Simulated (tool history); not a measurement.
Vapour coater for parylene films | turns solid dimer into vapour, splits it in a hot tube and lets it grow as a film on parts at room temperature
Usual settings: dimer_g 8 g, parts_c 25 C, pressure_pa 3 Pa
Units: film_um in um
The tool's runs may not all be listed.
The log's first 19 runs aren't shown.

run 20 hour=723.6 | dimer_g=7 parts_c=25 pressure_pa=8.84 | film_um=1.02
run 21 hour=751.7 | dimer_g=7 parts_c=25 pressure_pa=8.84 | film_um=1.01
run 22 hour=776.1 | dimer_g=7 parts_c=19 pressure_pa=2.77 | film_um=1.45
run 23 hour=813.3 | dimer_g=7 parts_c=22 pressure_pa=3 | film_um=1.25
run 24 hour=844.6 | dimer_g=7 parts_c=21 pressure_pa=3 | film_um=1.31
run 25 hour=895.7 | dimer_g=7 parts_c=21 pressure_pa=3 | film_um=1.28
run 26 hour=949.3 | dimer_g=7 parts_c=19 pressure_pa=8.3 | film_um=1.24
run 27 hour=993.3 | dimer_g=8 parts_c=35 pressure_pa=3.47 | film_um=0.8
-- hour=1016.1 trap's valve overhauled
run 28 hour=1045.5 | dimer_g=9 parts_c=20 pressure_pa=3 | film_um=1.85
run 29 hour=1097.2 | dimer_g=4 parts_c=19 pressure_pa=5.14 | film_um=0.84
run 30 hour=1141.7 | dimer_g=8 parts_c=34 pressure_pa=2.06 | film_um=0.94
run 31 hour=1191.1 | dimer_g=5 parts_c=27 pressure_pa=7.85 | film_um=0.67

4 ways to go on from here, each from the tool as it stands after run 31. What would each give?
run A hour=1219.7 | dimer_g=7 parts_c=27 pressure_pa=3 | film_um=?
run B hour=1219.7 | dimer_g=4 parts_c=27 pressure_pa=7.85 | film_um=?
run C hour=1219.7 | dimer_g=8 parts_c=25 pressure_pa=2.67 | film_um=?
run D hour=1219.7 | dimer_g=6 parts_c=26 pressure_pa=3 | film_um=?

run=A film_um=1.03
run=B film_um=0.55
run=C film_um=1.27
run=D film_um=0.94
Without the tool's hidden state the same runs would have given:
run=A film_um=1.11
run=B film_um=0.59
run=C film_um=1.37
run=D film_um=1.01

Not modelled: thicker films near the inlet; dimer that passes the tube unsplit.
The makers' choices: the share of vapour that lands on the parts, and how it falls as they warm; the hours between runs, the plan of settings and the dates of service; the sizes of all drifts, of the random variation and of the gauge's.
